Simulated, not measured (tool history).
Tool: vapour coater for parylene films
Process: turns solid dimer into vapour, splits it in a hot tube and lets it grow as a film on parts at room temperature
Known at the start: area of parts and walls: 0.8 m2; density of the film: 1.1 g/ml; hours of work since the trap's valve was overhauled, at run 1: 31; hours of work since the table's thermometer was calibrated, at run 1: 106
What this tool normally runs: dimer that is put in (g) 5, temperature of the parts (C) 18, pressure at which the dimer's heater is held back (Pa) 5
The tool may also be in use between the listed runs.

run	hour	dimer that is put in (g)	temperature of the parts (C)	pressure at which the dimer's heater is held back (Pa)	hours of work since the trap's valve was overhauled	hours of work since the table's thermometer was calibrated	thickness of the film (nm)
1	0	5	18	5	31	106	2790
2	8.1	5	25	5	36	111	2260
3	16.2	5	18	5.53	42	116	2720
4	27.7	5	18	5.53	49	124	2740
5	36.3	5	18	5	55	130	2770
6	47.6	5	14	5	63	137	3130
7	61.8	5	14	5	72	147	3150
8	70.6	5	14	5	78	153	3130
9	84.6	5	14	5	87	162	3130
10	95.6	3	14	5	95	169	1820
11	103.3	5	18	5	100	175	2760
12	113.2	5	18	5	107	181	2740
13	126.9	5	18	5	116	190	2730
14	134.2	5	18	3.79	121	195	2910
15	148.6	5	18	3.79	130	205	2900
16	154.9	5	18	3.79	134	209	2910
17	167.8	5	18	3.79	143	218	2910
18	177.8	6	22	5	150	224	2860
19	192.6	6	22	5	160	234	2860
20	203.3	5	23	5	167	242	2300
21	210.1	9	20	7.28	171	246	4170
22	220.2	5	15	5	178	253	2940
23	231.2	8	11	8.29	186	260	4710
24	243.2	6	18	3.31	194	268	3570
25	250.6	6	13	2.38	198	273	4430
26	257.8	8	28	11.44	203	278	2550
27	264.3	8	12	6.22	208	282	4840
28	274.3	9	18	3.99	214	289	5070
29	287.6	9	18	3.99	223	298	5020
30	300.8	3	18	5.2	232	307	1570
31	314.2	3	18	5.2	241	316	1580
32	324.9	3	11	2.43	248	323	2300
33	333.7	3	11	2.43	254	329	2340

Results per run with the tool's hidden condition removed, run-to-run variation unchanged:
Hidden state present: vapour lost through the trap's worn valve, %; true temperature of the parts over the reading, C; drift of the gauge itself on film_um, %.
run	thickness of the film (nm)
1	2810
2	2290
3	2750
4	2780
5	2820
6	3180
7	3210
8	3200
9	3200
10	1870
11	2840
12	2830
13	2820
14	3010
15	3000
16	3030
17	3030
18	2980
19	3000
20	2420
21	4380
22	3090
23	4970
24	3770
25	4690
26	2700
27	5140
28	5390
29	5350
30	1680
31	1690
32	2480
33	2520
